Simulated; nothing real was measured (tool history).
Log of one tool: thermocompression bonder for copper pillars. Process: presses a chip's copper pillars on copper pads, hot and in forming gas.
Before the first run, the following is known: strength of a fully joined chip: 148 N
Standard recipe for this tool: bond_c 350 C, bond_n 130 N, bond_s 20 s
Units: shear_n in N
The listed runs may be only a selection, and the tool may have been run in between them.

| run | hour | bond_c | bond_n | bond_s | shear_n |
|---|---|---|---|---|---|
| 1 | 0.0 | 350 | 130 | 20 | 91.9 |
| 2 | 6.8 | 350 | 130 | 20 | 94.4 |
| 3 | 16.1 | 350 | 138 | 20 | 95.8 |
| 4 | 22.5 | 350 | 158 | 20 | 102.1 |
| 5 | 32.6 | 350 | 158 | 20 | 103.7 |
| 6 | 38.2 | 350 | 158 | 20 | 103.0 |
| 7 | 44.5 | 350 | 158 | 20 | 103.2 |
| 8 | 56.2 | 350 | 158 | 20 | 100.8 |
| 9 | 64.0 | 350 | 158 | 20 | 100.9 |
| 10 | 75.6 | 350 | 149 | 20 | 96.8 |
| 11 | 82.4 | 350 | 149 | 20 | 98.2 |
| 12 | 93.8 | 333 | 128 | 31 | 91.2 |
| 13 | 102.4 | 333 | 128 | 31 | 91.2 |
| 14 | 109.1 | 333 | 128 | 31 | 90.3 |
| 15 | 119.3 | 350 | 98 | 20 | 74.9 |
| 16 | 129.0 | 378 | 130 | 40 | 121.6 |
| 17 | 135.3 | 378 | 130 | 40 | 121.7 |
| 18 | 143.3 | 325 | 181 | 20 | 94.7 |
| 19 | 148.5 | 375 | 119 | 32 | 110.7 |
| 20 | 153.8 | 375 | 119 | 32 | 110.3 |
| 21 | 160.5 | 375 | 119 | 32 | 109.2 |

For some of the steps in shear_n from one run to the next: how much would appear even if the tool had no hidden state, given the settings, what came in and random variation, and how much remains for the hidden state plus any gauge scatter that the measured result and the result without hidden state don't share?
The hidden state here: true temperature of the bond over the reading, C; force that reaches the chip, % of what is set; oxide that the forming gas leaves, % of the face; drift of the gauge itself on shear_n, %.
Run 15 -> 16: bond_c 350 -> 378, bond_n 98 -> 130, bond_s 20 -> 40. shear_n +46.7 N: hidden state -2.6, all else +49.3.
Run 17 -> 18: bond_c 378 -> 325, bond_n 130 -> 181, bond_s 40 -> 20. shear_n -27.0 N: hidden state +2.1, all else -29.1.
